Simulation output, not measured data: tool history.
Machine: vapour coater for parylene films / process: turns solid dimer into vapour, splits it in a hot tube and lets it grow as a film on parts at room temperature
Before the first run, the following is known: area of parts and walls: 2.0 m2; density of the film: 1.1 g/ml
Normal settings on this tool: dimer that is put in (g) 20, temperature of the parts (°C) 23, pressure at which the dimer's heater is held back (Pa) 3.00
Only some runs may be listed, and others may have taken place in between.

run,hour,dimer that is put in (g),temperature of the parts (°C),pressure at which the dimer's heater is held back (Pa),thickness of the film (um)
1,0.0,20,23,3.00,5.35
2,15.8,16,23,3.00,4.25
3,39.4,20,32,3.00,4.50
4,73.4,20,32,3.00,4.50
5,106.7,20,32,3.00,4.52
6,137.2,20,23,3.00,5.09
7,171.1,20,23,3.00,5.09
8,199.8,20,23,3.00,4.99
9,223.2,20,23,3.00,5.02
10,252.3,20,23,3.00,4.96
11,269.7,20,23,3.00,4.89
12,302.7,20,23,3.00,4.95
13,317.3,20,33,2.11,4.26
14,340.9,20,33,2.11,4.26
15,368.8,11,33,2.11,2.33

Run 16 has not been measured yet. What should we expect?
# hour 377.1: trap's valve overhauled
16,406.7,11,23,3.00,?

thickness of the film (um): 2.93
Minus the tool's unlogged condition, the same run would have read thickness of the film (um) 2.95.

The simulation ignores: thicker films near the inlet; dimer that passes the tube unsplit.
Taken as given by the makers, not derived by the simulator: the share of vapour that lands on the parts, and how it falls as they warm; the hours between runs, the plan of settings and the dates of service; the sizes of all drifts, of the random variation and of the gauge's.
